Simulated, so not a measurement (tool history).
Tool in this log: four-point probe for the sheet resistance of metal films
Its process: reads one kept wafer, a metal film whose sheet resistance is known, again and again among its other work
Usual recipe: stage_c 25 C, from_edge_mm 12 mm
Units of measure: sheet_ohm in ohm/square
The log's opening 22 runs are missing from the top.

| run | hour | stage_c | from_edge_mm | sheet_ohm |
|---|---|---|---|---|
| 23 | 250.5 | 19 | 12 | 0.134883 |
| 24 | 262.1 | 22 | 13 | 0.134448 |
| 25 | 270.6 | 34 | 9 | 0.132935 |
| 26 | 279.7 | 27 | 4 | 0.135300 |
| 27 | 289.6 | 33 | 66 | 0.132639 |
| 28 | 305.0 | 30 | 46 | 0.133146 |
| 29 | 319.6 | 35 | 9 | 0.132785 |
| 30 | 331.9 | 35 | 9 | 0.132775 |
| 31 | 341.9 | 21 | 30 | 0.134456 |
| 32 | 349.9 | 21 | 30 | 0.134409 |
| 33 | 364.0 | 33 | 11 | 0.132943 |
| 34 | 374.4 | 33 | 13 | 0.132840 |
| 35 | 386.9 | 23 | 13 | 0.134258 |
| 36 | 394.0 | 23 | 14 | 0.134197 |
| 37 | 404.6 | 24 | 39 | 0.134013 |
| 38 | 415.1 | 24 | 39 | 0.133974 |

What does the tool deliver on the next run?
| 39 | 430.1 | 34 | 35 | ? |

Run 39 came out at sheet_ohm 0.132540 ohm/square.
Take away the tool's hidden state, keep the run-to-run variation as it was, and the same run would have given sheet_ohm 0.132285 ohm/square.
